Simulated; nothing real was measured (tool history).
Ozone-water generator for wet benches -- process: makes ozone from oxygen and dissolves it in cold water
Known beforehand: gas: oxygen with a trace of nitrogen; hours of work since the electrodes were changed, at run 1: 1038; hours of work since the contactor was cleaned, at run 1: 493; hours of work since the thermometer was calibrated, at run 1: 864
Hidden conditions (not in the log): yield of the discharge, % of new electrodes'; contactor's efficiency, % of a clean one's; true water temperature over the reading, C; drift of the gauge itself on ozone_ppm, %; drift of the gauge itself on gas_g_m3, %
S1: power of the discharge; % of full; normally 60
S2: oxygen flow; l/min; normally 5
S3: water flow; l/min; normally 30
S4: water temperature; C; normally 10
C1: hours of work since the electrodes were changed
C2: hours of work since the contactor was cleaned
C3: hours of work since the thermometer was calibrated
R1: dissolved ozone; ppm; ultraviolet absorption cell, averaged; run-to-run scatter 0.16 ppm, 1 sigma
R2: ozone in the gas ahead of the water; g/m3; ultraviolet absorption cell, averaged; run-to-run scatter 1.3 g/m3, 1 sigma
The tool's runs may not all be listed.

{"run": 1, "hour": 0.0, "S1": 60, "S2": 5, "S3": 30, "S4": 10, "C1": 1038, "C2": 493, "C3": 864, "R1": 20.4, "R2": 242.1}
{"run": 2, "hour": 31.2, "S1": 60, "S2": 5, "S3": 30, "S4": 10, "C1": 1069, "C2": 525, "C3": 896, "R1": 20.3, "R2": 242.2}
{"run": 3, "hour": 64.7, "S1": 60, "S2": 5, "S3": 30, "S4": 10, "C1": 1103, "C2": 558, "C3": 929, "R1": 20.4, "R2": 241.3}
{"run": 4, "hour": 96.9, "S1": 60, "S2": 5, "S3": 30, "S4": 10, "C1": 1135, "C2": 590, "C3": 961, "R1": 20.5, "R2": 238.2}
{"run": 5, "hour": 131.2, "S1": 60, "S2": 5, "S3": 30, "S4": 10, "C1": 1169, "C2": 625, "C3": 996, "R1": 20, "R2": 238.3}
{"run": 6, "hour": 172.4, "S1": 60, "S2": 5, "S3": 30, "S4": 10, "C1": 1210, "C2": 666, "C3": 1037, "R1": 20.1, "R2": 237.9}
{"run": 7, "hour": 210.3, "S1": 60, "S2": 5, "S3": 30, "S4": 10, "C1": 1248, "C2": 704, "C3": 1075, "R1": 20, "R2": 238.9}
{"run": 8, "hour": 241.6, "S1": 76, "S2": 5, "S3": 30, "S4": 10, "C1": 1279, "C2": 735, "C3": 1106, "R1": 23.8, "R2": 278.4}
{"run": 9, "hour": 267.8, "S1": 76, "S2": 5.89, "S3": 30, "S4": 10, "C1": 1306, "C2": 761, "C3": 1132, "R1": 24.6, "R2": 256.4}
{"run": 10, "hour": 298.8, "S1": 76, "S2": 5.89, "S3": 30, "S4": 7, "C1": 1337, "C2": 792, "C3": 1163, "R1": 25.3, "R2": 255.7}
{"run": 11, "hour": 334.6, "S1": 60, "S2": 5, "S3": 30, "S4": 18, "C1": 1372, "C2": 828, "C3": 1199, "R1": 18.6, "R2": 240.2}
{"run": 12, "hour": 369.5, "S1": 60, "S2": 5, "S3": 25, "S4": 10, "C1": 1407, "C2": 863, "C3": 1234, "R1": 24, "R2": 239}
{"run": 13, "hour": 405.6, "S1": 63, "S2": 5, "S3": 30, "S4": 10, "C1": 1443, "C2": 899, "C3": 1270, "R1": 20.7, "R2": 247.4}
{"run": 14, "hour": 439.5, "S1": 63, "S2": 5, "S3": 30, "S4": 10, "C1": 1477, "C2": 933, "C3": 1304, "R1": 20.8, "R2": 245.5}
{"run": 15, "hour": 470.9, "S1": 63, "S2": 2.94, "S3": 30, "S4": 10, "C1": 1509, "C2": 964, "C3": 1335, "R1": 18.4, "R2": 329.5}
{"run": 16, "hour": 501.7, "S1": 63, "S2": 2.94, "S3": 30, "S4": 10, "C1": 1540, "C2": 995, "C3": 1366, "R1": 18.7, "R2": 328.6}
{"run": 17, "hour": 540.8, "S1": 63, "S2": 2.94, "S3": 30, "S4": 10, "C1": 1579, "C2": 1034, "C3": 1405, "R1": 18.5, "R2": 330.4}
{"run": 18, "hour": 561.6, "S1": 63, "S2": 2.94, "S3": 30, "S4": 15, "C1": 1599, "C2": 1055, "C3": 1426, "R1": 17.7, "R2": 327.9}
{"run": 19, "hour": 604.1, "S1": 63, "S2": 2.94, "S3": 30, "S4": 15, "C1": 1642, "C2": 1097, "C3": 1469, "R1": 17.7, "R2": 323.8}
{"run": 20, "hour": 642.9, "S1": 63, "S2": 2.94, "S3": 47, "S4": 15, "C1": 1681, "C2": 1136, "C3": 1507, "R1": 10.8, "R2": 326.2}
{"run": 21, "hour": 684.9, "S1": 60, "S2": 3.15, "S3": 19, "S4": 10, "C1": 1723, "C2": 1178, "C3": 1549, "R1": 28, "R2": 304}
{"run": 22, "hour": 708.2, "S1": 76, "S2": 5.37, "S3": 19, "S4": 9, "C1": 1746, "C2": 1202, "C3": 1573, "R1": 35.7, "R2": 267.8}
{"run": 23, "hour": 727.5, "S1": 49, "S2": 5.59, "S3": 30, "S4": 5, "C1": 1765, "C2": 1221, "C3": 1592, "R1": 18.3, "R2": 194.4}
{"run": 24, "hour": 764.9, "S1": 49, "S2": 5.59, "S3": 30, "S4": 5, "C1": 1803, "C2": 1258, "C3": 1629, "R1": 18.6, "R2": 191.7}
{"run": 25, "hour": 798.8, "S1": 49, "S2": 5.59, "S3": 24, "S4": 5, "C1": 1837, "C2": 1292, "C3": 1663, "R1": 22.6, "R2": 192.8}
{"run": 26, "hour": 840.8, "S1": 46, "S2": 2.69, "S3": 29, "S4": 13, "C1": 1879, "C2": 1334, "C3": 1705, "R1": 14.6, "R2": 273.8}
{"run": 27, "hour": 881.0, "S1": 52, "S2": 6.48, "S3": 27, "S4": 17, "C1": 1919, "C2": 1374, "C3": 1745, "R1": 18.5, "R2": 186.4}
{"run": 28, "hour": 908.8, "S1": 52, "S2": 6.48, "S3": 27, "S4": 17, "C1": 1947, "C2": 1402, "C3": 1773, "R1": 19, "R2": 185}
{"run": 29, "hour": 931.2, "S1": 52, "S2": 6.48, "S3": 27, "S4": 17, "C1": 1969, "C2": 1424, "C3": 1796, "R1": 18.6, "R2": 184}
{"run": 30, "hour": 970.1, "S1": 51, "S2": 7.56, "S3": 27, "S4": 17, "C1": 2008, "C2": 1463, "C3": 1835, "R1": 18.3, "R2": 167.7}
{"run": 31, "hour": 994.0, "S1": 51, "S2": 5.15, "S3": 27, "S4": 7, "C1": 2032, "C2": 1487, "C3": 1858, "R1": 20.2, "R2": 205.5}
{"run": 32, "hour": 1016.4, "S1": 81, "S2": 5.24, "S3": 28, "S4": 8, "C1": 2054, "C2": 1510, "C3": 1881, "R1": 26.2, "R2": 279.4}

3 ways to go on from here, each from the tool as it stands after run 32. What would each give?
{"run": "A", "hour": 1059.5, "S1": 98, "S2": 3.31, "S3": 20, "S4": 10, "C1": 2097, "C2": 1553, "C3": 1924, "R1": "?", "R2": "?"}
{"run": "B", "hour": 1059.5, "S1": 60, "S2": 5, "S3": 30, "S4": 6, "C1": 2097, "C2": 1553, "C3": 1924, "R1": "?", "R2": "?"}
{"run": "C", "hour": 1059.5, "S1": 71, "S2": 5.24, "S3": 45, "S4": 8, "C1": 2097, "C2": 1553, "C3": 1924, "R1": "?", "R2": "?"}

run=A R1=37.7 R2=406.9
run=B R1=20.2 R2=235.2
run=C R1=14.7 R2=257.5
Without the tool's unlogged condition, the same runs would have read:
run=A R1=41.8 R2=440.2
run=B R1=22.1 R2=249
run=C R1=16.3 R2=274.6
